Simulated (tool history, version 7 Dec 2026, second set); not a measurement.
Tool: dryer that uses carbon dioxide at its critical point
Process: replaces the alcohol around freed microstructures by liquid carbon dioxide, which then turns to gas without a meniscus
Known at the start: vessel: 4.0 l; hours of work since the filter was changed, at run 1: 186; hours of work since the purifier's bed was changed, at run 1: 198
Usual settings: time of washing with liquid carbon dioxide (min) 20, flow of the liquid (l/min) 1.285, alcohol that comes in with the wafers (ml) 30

run	hour	time of washing with liquid carbon dioxide (min)	flow of the liquid (l/min)	alcohol that comes in with the wafers (ml)	hours of work since the filter was changed	hours of work since the purifier's bed was changed	alcohol left in the vessel before it's heated (ppm by volume)
1	0.0	20	1.285	30	186	198	103
2	16.0	20	1.285	30	193	205	95
3	34.7	20	1.285	30	201	213	111
4	49.8	20	1.285	67	207	220	138
5	59.7	20	1.285	67	212	224	146
6	73.3	20	1.285	64	218	230	152
7	82.0	20	1.285	64	222	234	146
8	93.5	20	1.285	64	227	239	142
9	112.0	20	1.285	64	235	247	148
10	122.1	20	1.285	30	239	251	114
11	140.4	20	1.285	30	247	259	114
12	158.9	20	1.285	30	255	268	131
13	168.3	20	1.240	30	259	272	126
14	179.4	20	1.240	30	264	276	135
15	194.6	20	1.240	30	271	283	139
16	203.3	20	1.240	30	275	287	141
17	220.4	20	1.240	30	282	294	149
18	233.5	20	1.240	30	288	300	150
19	249.2	20	1.240	30	295	307	152
20	257.6	20	1.240	30	298	311	148
21	270.4	20	1.080	89	304	316	356
22	280.4	29	1.080	89	308	321	147
23	294.7	23	1.520	49	315	327	131
24	312.6	23	1.520	49	323	335	123
25	329.8	16	0.850	56	330	342	917
26	337.5	16	1.160	48	333	346	374
27	351.5	16	1.160	48	340	352	390
28	359.4	13	1.540	30	343	355	254
29	374.1	13	1.540	30	349	362	251
30	382.3	32	1.370	30	353	365	144
# hour 386.2: inlet filter changed
31	394.9	26	2.100	27	4	370	121
32	413.7	26	2.100	27	12	379	131
33	421.2	27	2.080	52	15	382	124
34	432.8	27	2.080	52	20	387	138
35	442.0	18	2.160	65	24	391	133
36	450.1	18	2.160	65	28	395	135
37	463.2	18	2.160	65	34	400	152
38	471.7	17	1.285	30	37	404	184
39	488.5	31	1.390	103	45	411	135

Measured less the same run without the tool's hidden state. The same run-to-run variation is in both; the gauge's scatter may not be:
The hidden state here: flow that reaches the vessel past the clogged filter, %; alcohol in the recycled carbon dioxide, ppm; drift of the gauge itself on alcohol_ppm, %.
run	alcohol left in the vessel before it's heated (ppm by volume)
1	+75
2	+80
3	+82
4	+101
5	+105
6	+106
7	+107
8	+111
9	+108
10	+99
11	+100
12	+107
13	+110
14	+112
15	+113
16	+116
17	+120
18	+122
19	+127
20	+124
21	+225
22	+130
23	+116
24	+119
25	+418
26	+238
27	+243
28	+184
29	+187
30	+120
31	+121
32	+127
33	+124
34	+124
35	+129
36	+130
37	+136
38	+136
39	+134

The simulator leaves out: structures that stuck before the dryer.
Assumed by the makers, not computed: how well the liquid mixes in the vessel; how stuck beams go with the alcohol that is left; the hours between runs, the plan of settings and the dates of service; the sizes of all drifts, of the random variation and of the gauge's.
